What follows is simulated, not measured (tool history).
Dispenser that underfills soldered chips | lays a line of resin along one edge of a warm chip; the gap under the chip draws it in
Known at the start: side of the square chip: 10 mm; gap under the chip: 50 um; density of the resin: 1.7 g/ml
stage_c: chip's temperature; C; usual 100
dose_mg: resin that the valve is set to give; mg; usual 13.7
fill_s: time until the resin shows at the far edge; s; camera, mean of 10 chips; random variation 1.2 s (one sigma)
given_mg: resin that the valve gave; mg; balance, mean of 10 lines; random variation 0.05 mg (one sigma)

Run 1, day 0: usual settings. Result: fill_s 127.9 s, given_mg 13.25 mg.
At day 0.292: new syringe of resin.
Run 2, day 0.292: usual settings but dose_mg 14.1 mg. Result: fill_s 108.5 s, given_mg 13.49 mg.
Run 3, day 0.633: usual settings but stage_c 113 C. Result: fill_s 92.1 s, given_mg 13.07 mg.
At day 0.812: new syringe of resin.
Run 4, day 0.862: usual settings but stage_c 113 C. Result: fill_s 73.6 s, given_mg 13.03 mg.
At day 1.35: new syringe of resin.
Run 5, day 1.354: usual settings but stage_c 113 C, dose_mg 12.1 mg. Result: fill_s 72 s, given_mg 11.53 mg.
At day 1.675: dispensing valve cleaned and set on the balance.
Run 6, day 1.738: usual settings but stage_c 92 C, dose_mg 16.4 mg. Result: fill_s 178.1 s, given_mg 16.37 mg.
At day 1.896: new syringe of resin.
Run 7, day 2.092: usual settings but stage_c 110 C, dose_mg 16.3 mg. Result: fill_s 88.5 s, given_mg 16.21 mg.
At day 2.429: new syringe of resin.
Run 8, day 2.475: usual settings but dose_mg 16.1 mg. Result: fill_s 111.4 s, given_mg 15.95 mg.
Run 9, day 2.817: usual settings but dose_mg 16.1 mg. Result: fill_s 144.5 s, given_mg 15.96 mg.
At day 2.967: new syringe of resin.
Run 10, day 3.167: usual settings but dose_mg 12.8 mg. Result: fill_s 126.5 s, given_mg 12.54 mg.

5 ways to go on from here, each from the tool as it stands after run 10. What would each give?
Run A, day 3.388: usual settings but stage_c 90 C. Result: fill_s ?, given_mg ?.
Run B, day 3.388: usual settings but stage_c 112 C, dose_mg 14.9 mg. Result: fill_s ?, given_mg ?.
Run C, day 3.388: usual settings but stage_c 95 C, dose_mg 15.6 mg. Result: fill_s ?, given_mg ?.
Run D, day 3.388: usual settings but dose_mg 14.9 mg. Result: fill_s ?, given_mg ?.
Run E, day 3.388: usual settings but dose_mg 15.6 mg. Result: fill_s ?, given_mg ?.

run  fill_s  given_mg
  A   214.6     13.37
  B    99.9     14.61
  C   173.6     15.23
  D     145     14.57
  E   144.7     15.24
Without the tool's hidden state the same runs would have given:
run  fill_s  given_mg
  A   162.9     13.65
  B    75.7     14.93
  C   131.8     15.56
  D     110     14.88
  E   109.8     15.56

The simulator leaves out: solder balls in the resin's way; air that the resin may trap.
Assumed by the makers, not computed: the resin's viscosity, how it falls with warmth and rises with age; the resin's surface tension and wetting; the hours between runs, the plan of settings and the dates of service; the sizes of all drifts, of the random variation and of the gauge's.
